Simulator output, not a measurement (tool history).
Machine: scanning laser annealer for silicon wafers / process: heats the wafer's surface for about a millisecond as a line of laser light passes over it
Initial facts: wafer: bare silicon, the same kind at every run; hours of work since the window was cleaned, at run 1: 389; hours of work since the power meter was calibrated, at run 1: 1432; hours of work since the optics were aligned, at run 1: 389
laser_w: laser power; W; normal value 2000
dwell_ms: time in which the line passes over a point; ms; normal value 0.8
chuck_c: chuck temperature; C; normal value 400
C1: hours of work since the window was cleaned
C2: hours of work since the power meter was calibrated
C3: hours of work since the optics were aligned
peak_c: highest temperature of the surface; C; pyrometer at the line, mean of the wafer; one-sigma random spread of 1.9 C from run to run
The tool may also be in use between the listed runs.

run 1 hour=0 | laser_w=2000 dwell_ms=0.8 chuck_c=400 | C1=389 C2=1432 C3=389 | peak_c=1211
run 2 hour=74.4 | laser_w=2000 dwell_ms=0.8 chuck_c=400 | C1=425 C2=1468 C3=425 | peak_c=1208
run 3 hour=138.6 | laser_w=2000 dwell_ms=0.8 chuck_c=400 | C1=456 C2=1499 C3=456 | peak_c=1203
run 4 hour=180.4 | laser_w=2000 dwell_ms=0.8 chuck_c=400 | C1=477 C2=1519 C3=477 | peak_c=1206
run 5 hour=233.4 | laser_w=2000 dwell_ms=0.823 chuck_c=400 | C1=502 C2=1545 C3=502 | peak_c=1214
run 6 hour=324.9 | laser_w=2000 dwell_ms=0.823 chuck_c=400 | C1=547 C2=1590 C3=547 | peak_c=1217
run 7 hour=417.7 | laser_w=2000 dwell_ms=0.8 chuck_c=400 | C1=592 C2=1635 C3=592 | peak_c=1202
run 8 hour=489.4 | laser_w=2000 dwell_ms=0.8 chuck_c=400 | C1=627 C2=1670 C3=627 | peak_c=1200
run 9 hour=555.3 | laser_w=2000 dwell_ms=0.8 chuck_c=409 | C1=659 C2=1702 C3=659 | peak_c=1209
-- hour=567.8 optics aligned, line set to its width
run 10 hour=627.4 | laser_w=2000 dwell_ms=0.8 chuck_c=409 | C1=692 C2=1735 C3=29 | peak_c=1209
run 11 hour=689.2 | laser_w=2000 dwell_ms=0.8 chuck_c=409 | C1=722 C2=1765 C3=59 | peak_c=1205
run 12 hour=744.2 | laser_w=1812 dwell_ms=0.8 chuck_c=381 | C1=749 C2=1791 C3=86 | peak_c=1089
run 13 hour=789.3 | laser_w=2020 dwell_ms=0.682 chuck_c=385 | C1=771 C2=1813 C3=108 | peak_c=1125
run 14 hour=890.2 | laser_w=2020 dwell_ms=0.682 chuck_c=385 | C1=820 C2=1862 C3=157 | peak_c=1122
-- hour=939.5 window over the wafer cleaned
run 15 hour=944.3 | laser_w=2020 dwell_ms=0.682 chuck_c=385 | C1=2 C2=1888 C3=182 | peak_c=1142
-- hour=1013.6 optics aligned, line set to its width, once more
run 16 hour=1016.2 | laser_w=2020 dwell_ms=0.682 chuck_c=439 | C1=35 C2=1920 C3=1 | peak_c=1203
run 17 hour=1060.2 | laser_w=2028 dwell_ms=0.678 chuck_c=432 | C1=56 C2=1942 C3=23 | peak_c=1200
run 18 hour=1156 | laser_w=2000 dwell_ms=0.8 chuck_c=368 | C1=103 C2=1988 C3=69 | peak_c=1189
run 19 hour=1228.8 | laser_w=1722 dwell_ms=0.8 chuck_c=410 | C1=138 C2=2024 C3=105 | peak_c=1098
run 20 hour=1284.1 | laser_w=1795 dwell_ms=0.906 chuck_c=403 | C1=165 C2=2051 C3=132 | peak_c=1176

3 options for the next run, each taken on its own from the tool as it stands now. Forecast them:
run A hour=1360.2 | laser_w=2045 dwell_ms=0.687 chuck_c=400 | C1=202 C2=2088 C3=169 | peak_c=?
run B hour=1360.2 | laser_w=1723 dwell_ms=0.629 chuck_c=427 | C1=202 C2=2088 C3=169 | peak_c=?
run C hour=1360.2 | laser_w=2009 dwell_ms=0.987 chuck_c=413 | C1=202 C2=2088 C3=169 | peak_c=?

run=A peak_c=1174
run=B peak_c=1039
run=C peak_c=1330
Without the tool's hidden state the same runs would have given:
run=A peak_c=1187
run=B peak_c=1049
run=C peak_c=1345

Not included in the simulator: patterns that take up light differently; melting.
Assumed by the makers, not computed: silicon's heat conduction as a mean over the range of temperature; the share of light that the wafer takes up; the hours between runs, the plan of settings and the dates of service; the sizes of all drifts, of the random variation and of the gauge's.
